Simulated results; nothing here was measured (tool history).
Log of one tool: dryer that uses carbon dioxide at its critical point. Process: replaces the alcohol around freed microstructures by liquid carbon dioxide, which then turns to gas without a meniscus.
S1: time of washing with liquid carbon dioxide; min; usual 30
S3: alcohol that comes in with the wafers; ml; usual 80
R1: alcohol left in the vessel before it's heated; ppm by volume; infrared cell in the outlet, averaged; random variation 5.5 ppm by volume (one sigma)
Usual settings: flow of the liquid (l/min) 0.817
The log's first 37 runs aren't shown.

Run 38, hour 464.8: usual settings but S1 27 min, flow of the liquid (l/min) 0.589, S3 36 ml. Result: R1 438 ppm by volume.
Run 39, hour 482.7: usual settings but S1 32 min, flow of the liquid (l/min) 1.089, S3 36 ml. Result: R1 57 ppm by volume.
Run 40, hour 494.0: usual settings but S1 32 min, flow of the liquid (l/min) 0.939, S3 24 ml. Result: R1 58 ppm by volume.
Run 41, hour 511.7: usual settings but S1 32 min, flow of the liquid (l/min) 0.939, S3 24 ml. Result: R1 66 ppm by volume.
Run 42, hour 523.1: usual settings but S1 32 min, flow of the liquid (l/min) 0.939, S3 24 ml. Result: R1 76 ppm by volume.
Run 43, hour 535.8: usual settings but S1 32 min, flow of the liquid (l/min) 0.939, S3 24 ml. Result: R1 74 ppm by volume.
Run 44, hour 547.6: usual settings but S1 22 min, flow of the liquid (l/min) 0.729, S3 31 ml. Result: R1 376 ppm by volume.
Run 45, hour 562.6: usual settings but S1 22 min, flow of the liquid (l/min) 0.858, S3 23 ml. Result: R1 193 ppm by volume.
Run 46, hour 571.7: usual settings but S1 22 min, flow of the liquid (l/min) 0.939, S3 87 ml. Result: R1 421 ppm by volume.
Run 47, hour 582.4: usual settings but S1 22 min, flow of the liquid (l/min) 0.939, S3 87 ml. Result: R1 429 ppm by volume.

4 ways to go on from here, each from the tool as it stands after run 47. What would each give?
Run A, hour 600.1: usual settings but S1 27 min, flow of the liquid (l/min) 1.143. Result: R1 ?.
Run B, hour 600.1: usual settings but flow of the liquid (l/min) 0.882, S3 20 ml. Result: R1 ?.
Run C, hour 600.1: usual settings but S1 35 min, flow of the liquid (l/min) 0.898, S3 41 ml. Result: R1 ?.
Run D, hour 600.1: usual settings but S1 39 min, flow of the liquid (l/min) 0.498, S3 37 ml. Result: R1 ?.

run   R1
  A   96
  B   81
  C   76
  D  285
Without the tool's hidden state the same runs would have given:
run   R1
  A   35
  B   22
  C   19
  D  207
